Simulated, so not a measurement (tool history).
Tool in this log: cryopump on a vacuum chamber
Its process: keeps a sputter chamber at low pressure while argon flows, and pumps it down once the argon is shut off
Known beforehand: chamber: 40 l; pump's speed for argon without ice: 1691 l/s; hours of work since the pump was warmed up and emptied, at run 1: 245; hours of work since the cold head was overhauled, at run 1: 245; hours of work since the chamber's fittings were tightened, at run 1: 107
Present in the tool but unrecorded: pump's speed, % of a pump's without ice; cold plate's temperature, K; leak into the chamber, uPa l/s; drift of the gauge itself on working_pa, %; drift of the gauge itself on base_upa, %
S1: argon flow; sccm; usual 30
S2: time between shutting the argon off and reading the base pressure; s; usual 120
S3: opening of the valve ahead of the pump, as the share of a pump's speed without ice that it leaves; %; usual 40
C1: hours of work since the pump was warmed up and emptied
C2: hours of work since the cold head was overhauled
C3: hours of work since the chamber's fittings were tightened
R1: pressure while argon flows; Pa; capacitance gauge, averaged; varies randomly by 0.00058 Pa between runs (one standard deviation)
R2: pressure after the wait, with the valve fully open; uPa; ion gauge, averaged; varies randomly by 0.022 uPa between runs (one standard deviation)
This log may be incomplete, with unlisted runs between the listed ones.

run,hour,S1,S2,S3,C1,C2,C3,R1,R2
1,0,30,120,40,245,245,107,0.0773,0.7
2,99.6,30,120,20,301,301,163,0.1515,0.7
3,208.5,30,120,20,362,362,224,0.1524,0.77
4,287.4,30,120,20,406,406,268,0.1516,0.76
5,380,30,24,40,458,458,320,0.0791,2.58
6,473.6,30,120,56,510,510,372,0.0579,0.81
7,590.1,16,120,40,575,575,437,0.043,0.85
8,680.9,16,120,40,626,626,488,0.0432,0.84
9,802.4,29,120,40,694,694,556,0.0777,0.87
10,859.6,29,120,40,726,726,588,0.0784,0.9
11,978.3,29,120,40,793,793,655,0.0794,0.92
12,1057.6,29,190,35,837,837,699,0.0893,0.84
13,1159.3,29,190,35,894,894,756,0.0891,0.79
14,1233.4,30,182,40,935,935,798,0.0829,0.87
15,1349.4,30,182,40,1000,1000,863,0.0828,0.88
16,1436.9,30,182,40,1049,1049,912,0.0844,0.94

Alternative continuations, all from the tool just after run 16; predict every row:
A,1492.2,30,218,36,1080,1080,942,?,?
B,1492.2,30,182,55,1080,1080,942,?,?
C,1492.2,50,79,25,1080,1080,942,?,?
D,1492.2,30,183,30,1080,1080,942,?,?
E,1492.2,54,47,34,1080,1080,942,?,?

run,R1,R2
A,0.0929,0.91
B,0.0636,0.94
C,0.2178,1.37
D,0.11,0.94
E,0.1773,1.81
With no hidden state in the tool, these same runs would have given:
run,R1,R2
A,0.0828,0.43
B,0.0534,0.47
C,0.2009,0.88
D,0.0998,0.47
E,0.159,1.34
